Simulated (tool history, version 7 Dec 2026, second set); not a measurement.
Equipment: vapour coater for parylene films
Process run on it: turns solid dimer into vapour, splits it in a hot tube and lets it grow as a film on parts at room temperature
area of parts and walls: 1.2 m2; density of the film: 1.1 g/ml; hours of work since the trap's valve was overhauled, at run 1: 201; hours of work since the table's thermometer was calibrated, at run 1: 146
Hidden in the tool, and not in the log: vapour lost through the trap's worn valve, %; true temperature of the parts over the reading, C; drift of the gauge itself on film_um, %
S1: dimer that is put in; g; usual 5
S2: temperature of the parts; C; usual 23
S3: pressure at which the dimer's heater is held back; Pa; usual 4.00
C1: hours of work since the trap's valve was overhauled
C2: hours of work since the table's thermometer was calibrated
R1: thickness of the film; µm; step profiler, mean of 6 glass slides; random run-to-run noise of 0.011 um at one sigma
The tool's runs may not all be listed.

run   hour  S1  S2    S3   C1   C2    R1
  1    0.0   5  23  4.00  201  146  2.73
  2   24.5   5  23  4.00  221  166  2.73
  3   42.7   5  23  4.00  235  181  2.72
  4   58.6   5  23  4.00  248  193  2.73
  5   70.2   5  23  4.00  257  203  2.71
      89.8  -- trap's valve overhauled
  6   93.0   5  23  4.00    3  218  2.71
  7  110.5   5  23  4.00   17  232  2.73
  8  128.9   5  23  4.00   31  247  2.75
  9  142.3   5  23  4.00   42  257  2.75
 10  156.4   5  23  4.00   53  269  2.76
 11  177.0   5  23  4.00   70  285  2.73
 12  200.2   5  23  4.00   89  304  2.72
 13  222.8   5  23  9.49  107  322  2.30
 14  246.8   5  23  9.49  126  341  2.32
 15  271.7   5  23  9.49  146  361  2.32
 16  288.7   5  23  4.31  160  375  2.68
 17  310.3   5  23  6.51  177  392  2.47
 18  320.7   5  23  4.00  185  401  2.70
 19  340.3   5  22  4.00  201  416  2.79
 20  351.5   5  22  4.00  210  425  2.80
 21  363.2   5  22  4.00  219  435  2.80
 22  379.9   5  22  4.00  233  448  2.81
 23  403.3   5  22  4.00  252  467  2.79
 24  425.0   5  26  3.36  269  484  2.58
     430.9  -- trap's valve overhauled
 25  443.9   5  26  3.36   10  496  2.61
 26  462.3   5  28  4.00   25  511  2.37
 27  475.1   9  23  3.12   36  521  5.16
 28  491.8   2  26  8.54   49  535  0.88
 29  504.4   6  26  3.74   59  545  3.06
 30  515.3   6  26  5.48   68  553  2.86
 31  531.4   6  26  5.48   81  566  2.82
 32  549.3   6  26  5.48   95  581  2.84
 33  572.7   6  26  5.48  114  600  2.83
 34  592.6   5  23  8.17  130  616  2.36
 35  616.7   5  23  7.22  149  635  2.43
 36  641.1   5  23  7.22  169  654  2.42
 37  655.4   4  22  2.16  180  666  2.53
 38  676.7   5  25  4.00  197  683  2.56
 39  694.9   7  19  4.08  212  698  4.25
 40  720.3   2  23  6.00  232  718  1.01

Predict the results of run 41:
 41  745.2   2  23  6.00  252  738   ?

Run 41 measured R1 1.02 µm.
Without the tool's hidden state the same run would have given R1 1.02 µm.
